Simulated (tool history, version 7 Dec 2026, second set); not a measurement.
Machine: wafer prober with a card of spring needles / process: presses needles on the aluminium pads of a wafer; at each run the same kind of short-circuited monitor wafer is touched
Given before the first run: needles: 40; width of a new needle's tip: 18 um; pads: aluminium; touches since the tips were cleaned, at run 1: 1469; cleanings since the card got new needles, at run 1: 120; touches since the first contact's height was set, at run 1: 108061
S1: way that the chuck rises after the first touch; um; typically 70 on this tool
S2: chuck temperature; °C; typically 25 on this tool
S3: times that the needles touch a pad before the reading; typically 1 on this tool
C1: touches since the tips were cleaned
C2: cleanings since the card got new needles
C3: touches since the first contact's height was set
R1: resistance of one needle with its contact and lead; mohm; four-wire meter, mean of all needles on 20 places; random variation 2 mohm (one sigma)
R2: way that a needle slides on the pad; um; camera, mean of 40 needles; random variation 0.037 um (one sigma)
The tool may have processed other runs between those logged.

run   hour  S1   S2  S3    C1   C2      C3   R1     R2
  1    0.0  70   25   1  1469  120  108061  243  14.02
       4.5  -- tips cleaned on abrasive film
      13.3  -- tips cleaned on abrasive film
      22.2  -- tips cleaned on abrasive film
      33.2  -- tips cleaned on abrasive film
  2   41.5  70   25   2  2633  124  121074  239  14.03
      43.8  -- tips cleaned on abrasive film
      52.7  -- tips cleaned on abrasive film
      63.7  -- tips cleaned on abrasive film
  3   67.3  70   25   2  1139  127  129135  242  14.05
      74.0  -- tips cleaned on abrasive film
      85.0  -- tips cleaned on abrasive film
      89.7  -- height of the first contact set anew
      94.1  -- tips cleaned on abrasive film
     105.2  -- tips cleaned on abrasive film
     114.0  -- tips cleaned on abrasive film
  4  117.1  70   25   2   980  132    8594  242  13.99
     123.8  -- tips cleaned on abrasive film
     132.6  -- tips cleaned on abrasive film
     143.7  -- tips cleaned on abrasive film
     152.5  -- tips cleaned on abrasive film
  5  156.5  60   25   2  1258  136   20926  243  12.04
     163.2  -- tips cleaned on abrasive film
     174.2  -- tips cleaned on abrasive film
     183.0  -- tips cleaned on abrasive film
     191.9  -- tips cleaned on abrasive film
     202.9  -- tips cleaned on abrasive film
  6  209.0  70   46   1  1931  141   37391  248  14.01
     213.5  -- tips cleaned on abrasive film
     222.4  -- tips cleaned on abrasive film
     233.4  -- tips cleaned on abrasive film
     242.2  -- tips cleaned on abrasive film
     251.1  -- tips cleaned on abrasive film
     259.9  -- tips cleaned on abrasive film
  7  262.3  70   46   1   738  147   54049  247  13.99
     269.0  -- tips cleaned on abrasive film
     280.0  -- tips cleaned on abrasive film
     288.8  -- tips cleaned on abrasive film
     299.9  -- tips cleaned on abrasive film
     310.9  -- tips cleaned on abrasive film
     322.0  -- tips cleaned on abrasive film
  8  324.4  70   25   1   766  153   73507  239  14.01
     331.0  -- tips cleaned on abrasive film
     339.9  -- tips cleaned on abrasive film
     350.9  -- tips cleaned on abrasive film
  9  355.8  82  124   1  1529  156   83342  264  16.42
     360.2  -- tips cleaned on abrasive film
     371.3  -- tips cleaned on abrasive film
     382.3  -- tips cleaned on abrasive film
     393.3  -- tips cleaned on abrasive film
 10  399.6  85   42   1  1992  160   97101  246  17.08
     404.1  -- tips cleaned on abrasive film
     415.1  -- tips cleaned on abrasive film
     424.0  -- tips cleaned on abrasive film
     432.8  -- tips cleaned on abrasive film
     443.9  -- tips cleaned on abrasive film
 11  451.1  55   34   3  2269  165  113213  246  11.04
     453.3  -- tips cleaned on abrasive film
     462.2  -- tips cleaned on abrasive film
     473.2  -- tips cleaned on abrasive film
     484.3  -- tips cleaned on abrasive film
     495.3  -- tips cleaned on abrasive film
     506.3  -- tips cleaned on abrasive film
 12  511.4  79   68   1  1587  171  132107  253  15.87
     515.8  -- tips cleaned on abrasive film
     524.7  -- tips cleaned on abrasive film
     525.0  -- height of the first contact set anew
     533.8  -- tips cleaned on abrasive film
     544.9  -- tips cleaned on abrasive film
     555.9  -- tips cleaned on abrasive film
     564.8  -- tips cleaned on abrasive film
     573.6  -- tips cleaned on abrasive film
 13  573.9  71   25   2    87  178   15315  236  14.22
     582.7  -- tips cleaned on abrasive film
     591.6  -- tips cleaned on abrasive film
     600.4  -- tips cleaned on abrasive film
     611.2  -- tips cleaned on abrasive film
 14  611.2  53   69   1     0  182   27006  254  10.58
     622.3  -- tips cleaned on abrasive film
     633.3  -- tips cleaned on abrasive film
     644.3  -- tips cleaned on abrasive film
 15  650.7  53   29   1  1996  185   39384  247  10.60

Hidden state at the last listed run before each entry between runs and at the first one after, where it differs:
Run 1 -> run 2: tips cleaned on abrasive film (hour 4.5); tips cleaned on abrasive film (hour 13.3); tips cleaned on abrasive film (hour 22.2); tips cleaned on abrasive film (hour 33.2)
  debris on the tips, nm: 1 -> 1.4; way that the needles fall short of the set height, um: 0.05 -> 0.06; tips' diameter, um: 18.06 -> 18.07
Run 2 -> run 3: tips cleaned on abrasive film (hour 43.8); tips cleaned on abrasive film (hour 52.7); tips cleaned on abrasive film (hour 63.7)
  debris on the tips, nm: 1.4 -> 0.7
Run 3 -> run 4: tips cleaned on abrasive film (hour 74.0); tips cleaned on abrasive film (hour 85.0); height of the first contact set anew (hour 89.7); tips cleaned on abrasive film (hour 94.1); tips cleaned on abrasive film (hour 105.2); tips cleaned on abrasive film (hour 114.0)
  way that the needles fall short of the set height, um: 0.06 -> 0
Run 4 -> run 5: tips cleaned on abrasive film (hour 123.8); tips cleaned on abrasive film (hour 132.6); tips cleaned on abrasive film (hour 143.7); tips cleaned on abrasive film (hour 152.5)
  way that the needles fall short of the set height, um: 0 -> 0.01
Run 5 -> run 6: tips cleaned on abrasive film (hour 163.2); tips cleaned on abrasive film (hour 174.2); tips cleaned on abrasive film (hour 183.0); tips cleaned on abrasive film (hour 191.9); tips cleaned on abrasive film (hour 202.9)
  debris on the tips, nm: 0.7 -> 1; way that the needles fall short of the set height, um: 0.01 -> 0.02; tips' diameter, um: 18.07 -> 18.08
Run 6 -> run 7: tips cleaned on abrasive film (hour 213.5); tips cleaned on abrasive film (hour 222.4); tips cleaned on abrasive film (hour 233.4); tips cleaned on abrasive film (hour 242.2); tips cleaned on abrasive film (hour 251.1); tips cleaned on abrasive film (hour 259.9)
  debris on the tips, nm: 1 -> 0.5; way that the needles fall short of the set height, um: 0.02 -> 0.03
Run 7 -> run 8: tips cleaned on abrasive film (hour 269.0); tips cleaned on abrasive film (hour 280.0); tips cleaned on abrasive film (hour 288.8); tips cleaned on abrasive film (hour 299.9); tips cleaned on abrasive film (hour 310.9); tips cleaned on abrasive film (hour 322.0)
  debris on the tips, nm: 0.5 -> 0.6; way that the needles fall short of the set height, um: 0.03 -> 0.04
Run 8 -> run 9: tips cleaned on abrasive film (hour 331.0); tips cleaned on abrasive film (hour 339.9); tips cleaned on abrasive film (hour 350.9)
  debris on the tips, nm: 0.6 -> 1
Run 9 -> run 10: tips cleaned on abrasive film (hour 360.2); tips cleaned on abrasive film (hour 371.3); tips cleaned on abrasive film (hour 382.3); tips cleaned on abrasive film (hour 393.3)
  debris on the tips, nm: 1 -> 1.1; way that the needles fall short of the set height, um: 0.04 -> 0.05
Run 10 -> run 11: tips cleaned on abrasive film (hour 404.1); tips cleaned on abrasive film (hour 415.1); tips cleaned on abrasive film (hour 424.0); tips cleaned on abrasive film (hour 432.8); tips cleaned on abrasive film (hour 443.9)
  debris on the tips, nm: 1.1 -> 1.3; tips' diameter, um: 18.08 -> 18.09
Run 11 -> run 12: tips cleaned on abrasive film (hour 453.3); tips cleaned on abrasive film (hour 462.2); tips cleaned on abrasive film (hour 473.2); tips cleaned on abrasive film (hour 484.3); tips cleaned on abrasive film (hour 495.3); tips cleaned on abrasive film (hour 506.3)
  debris on the tips, nm: 1.3 -> 0.9; way that the needles fall short of the set height, um: 0.05 -> 0.06
Run 12 -> run 13: tips cleaned on abrasive film (hour 515.8); tips cleaned on abrasive film (hour 524.7); height of the first contact set anew (hour 525.0); tips cleaned on abrasive film (hour 533.8); tips cleaned on abrasive film (hour 544.9); tips cleaned on abrasive film (hour 555.9); tips cleaned on abrasive film (hour 564.8); tips cleaned on abrasive film (hour 573.6)
  debris on the tips, nm: 0.9 -> 0.1; way that the needles fall short of the set height, um: 0.06 -> 0.01
Run 13 -> run 14: tips cleaned on abrasive film (hour 582.7); tips cleaned on abrasive film (hour 591.6); tips cleaned on abrasive film (hour 600.4); tips cleaned on abrasive film (hour 611.2)
  tips' diameter, um: 18.09 -> 18.1
Run 14 -> run 15: tips cleaned on abrasive film (hour 622.3); tips cleaned on abrasive film (hour 633.3); tips cleaned on abrasive film (hour 644.3)
  debris on the tips, nm: 0.1 -> 1.1; way that the needles fall short of the set height, um: 0.01 -> 0.02
